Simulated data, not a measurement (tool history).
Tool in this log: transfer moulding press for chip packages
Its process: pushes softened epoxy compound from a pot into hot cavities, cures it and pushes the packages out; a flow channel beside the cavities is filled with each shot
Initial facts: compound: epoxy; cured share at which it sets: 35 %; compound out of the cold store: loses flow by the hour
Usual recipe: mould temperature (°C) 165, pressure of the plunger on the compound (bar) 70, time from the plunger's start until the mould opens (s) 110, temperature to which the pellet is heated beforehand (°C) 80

| run | hour | mould temperature (°C) | pressure of the plunger on the compound (bar) | time from the plunger's start until the mould opens (s) | temperature to which the pellet is heated beforehand (°C) | incoming compound's hours out of the cold store | length that the compound runs in the flow channel (mm) | greatest force on the pins that push the packages out (N) |
|---|---|---|---|---|---|---|---|---|
| 1 | 0 | 165 | 70 | 110 | 80 | 44.3 | 798 | 387 |
| 2 | 79.5 | 165 | 70 | 110 | 80 | 32.5 | 859 | 422 |
| 3 | 138.6 | 162 | 70 | 110 | 80 | 18.8 | 951 | 545 |
|  | 169 | cavities cleaned with cleaning compound and waxed |
| 4 | 180.7 | 162 | 70 | 110 | 80 | 16.2 | 966 | 497 |
|  | 226.6 | plunger's sealing rings changed |
| 5 | 254.3 | 165 | 87.7 | 110 | 80 | 15.6 | 1059 | 426 |
| 6 | 313.2 | 165 | 87.7 | 110 | 80 | 43.1 | 902 | 405 |
|  | 343.7 | cavities cleaned with cleaning compound and waxed |
| 7 | 365.4 | 165 | 87.7 | 110 | 80 | 28.6 | 973 | 389 |
| 8 | 409.9 | 165 | 87.7 | 110 | 80 | 22.9 | 1012 | 418 |
| 9 | 484.3 | 165 | 63.4 | 110 | 80 | 23.7 | 856 | 437 |
|  | 517.8 | cavities cleaned with cleaning compound and waxed |
| 10 | 550.3 | 165 | 63.4 | 147 | 80 | 15.1 | 902 | 336 |
| 11 | 601.4 | 165 | 70 | 110 | 80 | 47.4 | 786 | 396 |
|  | 650.8 | mould's thermocouples calibrated |
| 12 | 660.8 | 165 | 70 | 110 | 80 | 26.7 | 885 | 428 |
|  | 692.2 | cavities cleaned with cleaning compound and waxed |
| 13 | 723.8 | 165 | 70 | 114 | 80 | 27.8 | 878 | 397 |
| 14 | 768 | 162 | 70 | 110 | 80 | 43.7 | 817 | 466 |
| 15 | 827.3 | 165 | 78.5 | 110 | 80 | 39.1 | 870 | 423 |
|  | 865.3 | cavities cleaned with cleaning compound and waxed |
|  | 895.1 | plunger's sealing rings changed |
| 16 | 899.9 | 165 | 78.5 | 110 | 80 | 38.2 | 884 | 395 |
| 17 | 937.7 | 166 | 79.4 | 132 | 72 | 32.4 | 906 | 341 |
| 18 | 990.1 | 167 | 69.6 | 132 | 72 | 47.5 | 775 | 336 |
|  | 1041.2 | cavities cleaned with cleaning compound and waxed |
| 19 | 1075.2 | 165 | 73.9 | 110 | 80 | 38 | 849 | 420 |
| 20 | 1109.9 | 165 | 73.9 | 110 | 80 | 20.1 | 952 | 428 |
| 21 | 1160.1 | 168 | 73.9 | 150 | 80 | 9.6 | 985 | 332 |
| 22 | 1193.9 | 168 | 73.9 | 150 | 80 | 25.2 | 903 | 342 |
|  | 1215.8 | cavities cleaned with cleaning compound and waxed |
| 23 | 1261.1 | 168 | 73.9 | 91 | 80 | 41.3 | 826 | 450 |
| 24 | 1295.9 | 165 | 70 | 94 | 85 | 23.5 | 905 | 552 |
| 25 | 1331 | 160 | 58.8 | 110 | 80 | 15.2 | 908 | 622 |
|  | 1389.7 | cavities cleaned with cleaning compound and waxed |
| 26 | 1404.7 | 160 | 58.8 | 110 | 80 | 8.7 | 934 | 639 |
| 27 | 1456.4 | 158 | 66.4 | 110 | 79 | 23.8 | 918 | 697 |
| 28 | 1495.7 | 158 | 69.6 | 139 | 79 | 11 | 1015 | 469 |

Had the tool no unlogged condition, and each run kept its random variation, what would the results have been?
What the log doesn't record here: true mould temperature over the reading, C; pressure that reaches the compound, % of what is set; grip of the stained cavities, % over clean ones'; drift of the gauge itself on flow_mm, %; drift of the gauge itself on push_out_n, %.
| run | greatest force on the pins that push the packages out (N) |
|---|---|
| 1 | 386 |
| 2 | 417 |
| 3 | 536 |
| 4 | 495 |
| 5 | 421 |
| 6 | 398 |
| 7 | 388 |
| 8 | 414 |
| 9 | 430 |
| 10 | 334 |
| 11 | 391 |
| 12 | 422 |
| 13 | 396 |
| 14 | 461 |
| 15 | 417 |
| 16 | 393 |
| 17 | 337 |
| 18 | 331 |
| 19 | 418 |
| 20 | 424 |
| 21 | 327 |
| 22 | 336 |
| 23 | 446 |
| 24 | 546 |
| 25 | 614 |
| 26 | 637 |
| 27 | 690 |
| 28 | 463 |
length that the compound runs in the flow channel (mm): at most 1 away from the measurement, every run.
